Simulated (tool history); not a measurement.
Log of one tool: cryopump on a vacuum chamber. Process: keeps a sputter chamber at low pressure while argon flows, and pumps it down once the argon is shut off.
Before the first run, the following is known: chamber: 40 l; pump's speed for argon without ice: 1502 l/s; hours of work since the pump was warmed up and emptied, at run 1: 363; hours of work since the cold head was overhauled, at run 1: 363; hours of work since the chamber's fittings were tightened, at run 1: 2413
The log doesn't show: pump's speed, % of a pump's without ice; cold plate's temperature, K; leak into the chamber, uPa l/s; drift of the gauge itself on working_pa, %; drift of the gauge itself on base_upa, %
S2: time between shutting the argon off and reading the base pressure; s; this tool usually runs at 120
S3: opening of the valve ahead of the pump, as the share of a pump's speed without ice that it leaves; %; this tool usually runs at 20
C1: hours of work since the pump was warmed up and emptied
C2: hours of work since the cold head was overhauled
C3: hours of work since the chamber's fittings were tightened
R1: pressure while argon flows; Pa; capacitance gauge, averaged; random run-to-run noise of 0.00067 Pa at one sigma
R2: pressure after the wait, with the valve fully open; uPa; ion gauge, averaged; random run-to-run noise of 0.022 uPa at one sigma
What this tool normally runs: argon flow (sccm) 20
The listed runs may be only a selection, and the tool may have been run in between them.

{"run": 1, "hour": 0.0, "argon flow (sccm)": 20, "S2": 120, "S3": 20, "C1": 363, "C2": 363, "C3": 2413, "R1": 0.1132, "R2": 1.95}
{"run": 2, "hour": 18.9, "argon flow (sccm)": 20, "S2": 120, "S3": 20, "C1": 375, "C2": 375, "C3": 2425, "R1": 0.1132, "R2": 1.93}
{"run": 3, "hour": 32.5, "argon flow (sccm)": 20, "S2": 120, "S3": 20, "C1": 383, "C2": 383, "C3": 2433, "R1": 0.1138, "R2": 1.94}
{"run": 4, "hour": 46.6, "argon flow (sccm)": 20, "S2": 120, "S3": 20, "C1": 392, "C2": 392, "C3": 2442, "R1": 0.1141, "R2": 2.02}
{"run": 5, "hour": 67.4, "argon flow (sccm)": 11, "S2": 120, "S3": 20, "C1": 405, "C2": 405, "C3": 2455, "R1": 0.062, "R2": 1.93}
{"run": 6, "hour": 83.9, "argon flow (sccm)": 11, "S2": 120, "S3": 20, "C1": 415, "C2": 415, "C3": 2465, "R1": 0.0627, "R2": 1.94}
{"run": 7, "hour": 102.3, "argon flow (sccm)": 11, "S2": 120, "S3": 20, "C1": 426, "C2": 426, "C3": 2476, "R1": 0.0624, "R2": 1.98}
{"run": 8, "hour": 118.0, "argon flow (sccm)": 30, "S2": 120, "S3": 48, "C1": 436, "C2": 436, "C3": 2486, "R1": 0.073, "R2": 2.01}
{"run": 9, "hour": 139.9, "argon flow (sccm)": 10, "S2": 120, "S3": 48, "C1": 450, "C2": 450, "C3": 2499, "R1": 0.0249, "R2": 2.02}
{"run": 10, "hour": 161.4, "argon flow (sccm)": 10, "S2": 120, "S3": 48, "C1": 463, "C2": 463, "C3": 2513, "R1": 0.0243, "R2": 2.03}
{"run": 11, "hour": 183.9, "argon flow (sccm)": 16, "S2": 39, "S3": 19, "C1": 477, "C2": 477, "C3": 2527, "R1": 0.0958, "R2": 2.79}
{"run": 12, "hour": 197.1, "argon flow (sccm)": 16, "S2": 43, "S3": 22, "C1": 485, "C2": 485, "C3": 2535, "R1": 0.0833, "R2": 2.74}
{"run": 13, "hour": 222.0, "argon flow (sccm)": 16, "S2": 43, "S3": 22, "C1": 500, "C2": 500, "C3": 2550, "R1": 0.0837, "R2": 2.75}
{"run": 14, "hour": 232.8, "argon flow (sccm)": 37, "S2": 102, "S3": 20, "C1": 507, "C2": 507, "C3": 2557, "R1": 0.2121, "R2": 2.11}

Forecast each of these 4 alternatives for the next run:
{"run": "A", "hour": 247.8, "argon flow (sccm)": 25, "S2": 57, "S3": 20, "C1": 516, "C2": 516, "C3": 2566, "R1": "?", "R2": "?"}
{"run": "B", "hour": 247.8, "argon flow (sccm)": 22, "S2": 48, "S3": 15, "C1": 516, "C2": 516, "C3": 2566, "R1": "?", "R2": "?"}
{"run": "C", "hour": 247.8, "argon flow (sccm)": 29, "S2": 32, "S3": 20, "C1": 516, "C2": 516, "C3": 2566, "R1": "?", "R2": "?"}
{"run": "D", "hour": 247.8, "argon flow (sccm)": 11, "S2": 52, "S3": 23, "C1": 516, "C2": 516, "C3": 2566, "R1": "?", "R2": "?"}

run=A R1=0.1429 R2=2.52
run=B R1=0.1676 R2=2.63
run=C R1=0.1664 R2=3.15
run=D R1=0.0555 R2=2.55
With the hidden condition removed and each run's random variation left untouched, the same runs would have given:
run=A R1=0.1405 R2=1.05
run=B R1=0.1654 R2=1.17
run=C R1=0.1636 R2=1.67
run=D R1=0.0544 R2=1.1
